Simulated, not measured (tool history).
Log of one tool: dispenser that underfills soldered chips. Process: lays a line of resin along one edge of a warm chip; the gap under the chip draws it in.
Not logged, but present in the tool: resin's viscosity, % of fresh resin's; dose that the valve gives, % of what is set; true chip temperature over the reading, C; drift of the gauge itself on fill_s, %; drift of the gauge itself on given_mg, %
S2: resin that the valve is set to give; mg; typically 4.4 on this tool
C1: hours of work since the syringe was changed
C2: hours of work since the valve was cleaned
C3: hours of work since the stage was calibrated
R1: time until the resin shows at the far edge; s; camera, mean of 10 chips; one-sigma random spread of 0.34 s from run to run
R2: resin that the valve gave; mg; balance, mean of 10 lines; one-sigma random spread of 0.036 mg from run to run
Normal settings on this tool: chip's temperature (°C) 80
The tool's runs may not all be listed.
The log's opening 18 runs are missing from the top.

At day 6.504: new syringe of resin.
Run 19, day 6.538: usual settings but chip's temperature (°C) 91; C1 1; C2 64; C3 316. Result: R1 9.9 s, R2 4.28 mg.
Run 20, day 6.854: usual settings but chip's temperature (°C) 93, S2 4.69 mg; C1 6; C2 70; C3 322. Result: R1 14.5 s, R2 4.53 mg.
At day 6.9: new syringe of resin.
Run 21, day 7.212: usual settings but chip's temperature (°C) 88, S2 5.64 mg; C1 6; C2 76; C3 328. Result: R1 17 s, R2 5.55 mg.
At day 7.317: new syringe of resin.
Run 22, day 7.512: usual settings but chip's temperature (°C) 82, S2 4.99 mg; C1 4; C2 81; C3 333. Result: R1 19.8 s, R2 4.8 mg.
At day 7.729: new syringe of resin.
Run 23, day 7.938: usual settings but chip's temperature (°C) 82, S2 4.99 mg; C1 4; C2 89; C3 340. Result: R1 20.7 s, R2 4.81 mg.
At day 8.146: new syringe of resin.
Run 24, day 8.233: usual settings but chip's temperature (°C) 82, S2 4.99 mg; C1 1; C2 94; C3 345. Result: R1 17.3 s, R2 4.8 mg.
At day 8.542: new syringe of resin.
Run 25, day 8.762: usual settings but chip's temperature (°C) 82, S2 4.99 mg; C1 4; C2 103; C3 355. Result: R1 20.7 s, R2 4.76 mg.
At day 8.962: new syringe of resin.
Run 26, day 9.246: usual settings but chip's temperature (°C) 66, S2 3.78 mg; C1 5; C2 111; C3 363. Result: R1 55.4 s, R2 3.58 mg.
At day 9.362: new syringe of resin.
Run 27, day 9.667: usual settings but chip's temperature (°C) 66, S2 3.78 mg; C1 5; C2 118; C3 370. Result: R1 58.6 s, R2 3.64 mg.
At day 9.75: new syringe of resin.
Run 28, day 9.946: usual settings but chip's temperature (°C) 66, S2 3.78 mg; C1 3; C2 123; C3 375. Result: R1 49.3 s, R2 3.56 mg.
At day 10.158: new syringe of resin.
Run 29, day 10.262: usual settings but chip's temperature (°C) 67, S2 4.53 mg; C1 2; C2 129; C3 380. Result: R1 40 s, R2 4.29 mg.
At day 10.554: new syringe of resin.
Run 30, day 10.8: usual settings but chip's temperature (°C) 67, S2 4.53 mg; C1 4; C2 138; C3 390. Result: R1 49.3 s, R2 4.28 mg.
At day 10.975: new syringe of resin.
At day 11.062: dispensing valve cleaned and set on the balance.
Run 31, day 11.104: usual settings but chip's temperature (°C) 75, S2 5.67 mg; C1 2; C2 1; C3 394. Result: R1 24.5 s, R2 5.69 mg.
At day 11.429: new syringe of resin.
Run 32, day 11.429: usual settings but chip's temperature (°C) 73, S2 4.34 mg; C1 0; C2 6; C3 400. Result: R1 25.1 s, R2 4.33 mg.
Run 33, day 11.775: usual settings but chip's temperature (°C) 93, S2 4.41 mg; C1 6; C2 12; C3 406. Result: R1 15.2 s, R2 4.34 mg.
At day 11.833: new syringe of resin.
Run 34, day 12.196: usual settings but chip's temperature (°C) 71, S2 5.37 mg; C1 6; C2 20; C3 413. Result: R1 44.1 s, R2 5.35 mg.
At day 12.246: new syringe of resin.
At day 12.638: new syringe of resin.
Run 35, day 12.638: usual settings but chip's temperature (°C) 71, S2 5.37 mg; C1 0; C2 27; C3 420. Result: R1 26.7 s, R2 5.37 mg.
At day 13.062: new syringe of resin.
Run 36, day 13.092: usual settings but chip's temperature (°C) 75, S2 3.86 mg; C1 1; C2 35; C3 428. Result: R1 23.8 s, R2 3.79 mg.

Here are 3 independent what-if runs from the current tool condition. What would each one return?
Run A, day 13.379: usual settings but chip's temperature (°C) 72, S2 4.52 mg; C1 6; C2 40; C3 433. Result: R1 ?, R2 ?.
Run B, day 13.379: usual settings but chip's temperature (°C) 70, S2 3.83 mg; C1 6; C2 40; C3 433. Result: R1 ?, R2 ?.
Run C, day 13.379: usual settings but S2 4.72 mg; C1 6; C2 40; C3 433. Result: R1 ?, R2 ?.

run    R1    R2
  A  40.9   4.4
  B  47.1  3.76
  C    27  4.67
Had the tool no hidden state, the same runs would have come out as:
run    R1    R2
  A  22.2  4.48
  B  25.8  3.82
  C  14.9  4.75
